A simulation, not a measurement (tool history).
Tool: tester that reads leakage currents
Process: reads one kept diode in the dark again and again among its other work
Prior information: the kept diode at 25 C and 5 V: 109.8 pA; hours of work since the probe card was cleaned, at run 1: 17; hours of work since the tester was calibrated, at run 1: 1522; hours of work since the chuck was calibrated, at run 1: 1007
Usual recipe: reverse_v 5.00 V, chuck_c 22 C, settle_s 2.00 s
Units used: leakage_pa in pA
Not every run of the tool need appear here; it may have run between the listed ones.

run,hour,reverse_v,chuck_c,settle_s,hours of work since the probe card was cleaned,hours of work since the tester was calibrated,hours of work since the chuck was calibrated,leakage_pa
1,0.0,5.00,22,2.00,17,1522,1007,76.97
2,105.9,5.00,22,2.00,83,1587,1073,75.88
3,192.7,1.33,22,2.00,137,1641,1127,42.82
4,299.0,1.33,22,2.00,203,1707,1193,42.40
5,385.1,5.00,22,2.00,257,1761,1247,74.44
# hour 414.9: chuck's temperature calibrated
6,519.2,5.00,22,2.00,339,1843,65,88.68
7,608.7,5.00,22,2.00,394,1899,121,88.12
8,739.3,5.00,22,2.00,476,1980,202,87.83
9,807.1,5.00,22,2.00,518,2022,244,86.89
10,892.6,5.00,22,2.00,571,2075,297,86.49
11,964.8,5.00,22,2.00,616,2120,342,85.77
12,1051.0,5.00,22,9.11,669,2174,395,85.12
13,1181.1,5.00,22,9.11,750,2255,476,83.89
14,1306.2,9.67,22,0.50,828,2332,554,115.32
15,1402.7,10.73,22,0.66,888,2392,614,118.88
16,1471.7,10.73,33,1.30,931,2435,657,254.34
17,1525.5,3.03,33,6.31,964,2469,691,144.96
18,1656.4,3.03,33,6.31,1046,2550,772,143.53
19,1743.9,3.03,33,6.31,1100,2605,826,143.49
20,1821.3,2.22,54,3.25,1148,2653,874,492.19
21,1911.7,5.00,30,0.62,1204,2709,931,142.34
22,2031.9,5.00,25,0.36,1279,2784,1005,100.28
23,2106.2,5.00,25,0.36,1325,2830,1052,100.65
24,2174.2,7.12,34,9.33,1368,2872,1094,214.79
25,2271.7,7.12,26,9.33,1428,2933,1154,120.92

Here are 3 independent what-if runs from the current tool condition. What would each one return?
A,2385.0,4.31,26,9.33,1499,3003,1225,?
B,2385.0,5.20,24,9.33,1499,3003,1225,?
C,2385.0,1.71,22,2.00,1499,3003,1225,?

run,leakage_pa
A,95.55
B,90.33
C,47.99
Stripped of hidden state, with their random variation kept, the same runs would have yielded:
run,leakage_pa
A,110.81
B,104.43
C,56.08

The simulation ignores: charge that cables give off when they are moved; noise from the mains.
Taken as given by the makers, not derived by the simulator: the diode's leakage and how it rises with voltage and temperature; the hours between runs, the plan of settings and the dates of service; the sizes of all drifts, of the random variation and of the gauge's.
